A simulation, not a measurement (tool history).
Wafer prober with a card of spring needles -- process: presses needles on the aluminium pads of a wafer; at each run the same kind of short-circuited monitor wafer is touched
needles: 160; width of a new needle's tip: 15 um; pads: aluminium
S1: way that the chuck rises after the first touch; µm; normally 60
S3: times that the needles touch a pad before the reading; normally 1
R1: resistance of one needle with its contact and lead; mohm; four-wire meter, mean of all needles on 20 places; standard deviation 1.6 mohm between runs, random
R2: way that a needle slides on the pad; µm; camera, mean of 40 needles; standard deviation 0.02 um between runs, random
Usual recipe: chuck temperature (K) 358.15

run 1 hour=0.0 | S1=60 chuck_temperature_(K)=358.15 S3=1 | R1=188 R2=15.17
-- hour=4.2 tips cleaned on abrasive film
run 2 hour=10.1 | S1=60 chuck_temperature_(K)=358.15 S3=3 | R1=156 R2=15.17
-- hour=18.1 tips cleaned on abrasive film
run 3 hour=25.1 | S1=60 chuck_temperature_(K)=300.15 S3=1 | R1=171 R2=15.16
-- hour=32.8 tips cleaned on abrasive film
run 4 hour=35.3 | S1=60 chuck_temperature_(K)=300.15 S3=1 | R1=155 R2=15.14
-- hour=46.4 tips cleaned on abrasive film
run 5 hour=46.7 | S1=60 chuck_temperature_(K)=305.15 S3=1 | R1=147 R2=15.17
run 6 hour=59.1 | S1=60 chuck_temperature_(K)=358.15 S3=1 | R1=193 R2=15.09
-- hour=60.8 tips cleaned on abrasive film
run 7 hour=72.3 | S1=60 chuck_temperature_(K)=358.15 S3=1 | R1=191 R2=15.11
-- hour=75.0 tips cleaned on abrasive film
run 8 hour=85.0 | S1=60 chuck_temperature_(K)=358.15 S3=1 | R1=186 R2=15.10
-- hour=89.9 tips cleaned on abrasive film
run 9 hour=101.5 | S1=78 chuck_temperature_(K)=358.15 S3=1 | R1=173 R2=19.66
-- hour=103.6 tips cleaned on abrasive film
run 10 hour=110.5 | S1=58 chuck_temperature_(K)=358.15 S3=1 | R1=178 R2=14.60
-- hour=117.3 tips cleaned on abrasive film
run 11 hour=126.2 | S1=58 chuck_temperature_(K)=358.15 S3=1 | R1=185 R2=14.60
-- hour=131.6 tips cleaned on abrasive film
run 12 hour=142.3 | S1=60 chuck_temperature_(K)=358.15 S3=1 | R1=188 R2=15.09
-- hour=145.9 tips cleaned on abrasive film
run 13 hour=155.1 | S1=60 chuck_temperature_(K)=358.15 S3=1 | R1=185 R2=15.04
-- hour=160.5 tips cleaned on abrasive film
run 14 hour=162.7 | S1=60 chuck_temperature_(K)=358.15 S3=1 | R1=163 R2=15.05
-- hour=174.9 tips cleaned on abrasive film
run 15 hour=176.3 | S1=60 chuck_temperature_(K)=328.15 S3=1 | R1=156 R2=15.04
-- hour=189.5 tips cleaned on abrasive film
run 16 hour=194.5 | S1=47 chuck_temperature_(K)=325.15 S3=1 | R1=184 R2=11.73
-- hour=204.1 tips cleaned on abrasive film
run 17 hour=209.8 | S1=47 chuck_temperature_(K)=325.15 S3=1 | R1=187 R2=11.73

What will run 18 give?
-- hour=217.9 tips cleaned on abrasive film
run 18 hour=223.9 | S1=47 chuck_temperature_(K)=313.15 S3=1 | R1=? R2=?

{"run 18": {"R1": 191, "R2": 11.71}}
With no hidden state in the tool, this same run would have given R1 149 mohm, R2 11.92 µm.

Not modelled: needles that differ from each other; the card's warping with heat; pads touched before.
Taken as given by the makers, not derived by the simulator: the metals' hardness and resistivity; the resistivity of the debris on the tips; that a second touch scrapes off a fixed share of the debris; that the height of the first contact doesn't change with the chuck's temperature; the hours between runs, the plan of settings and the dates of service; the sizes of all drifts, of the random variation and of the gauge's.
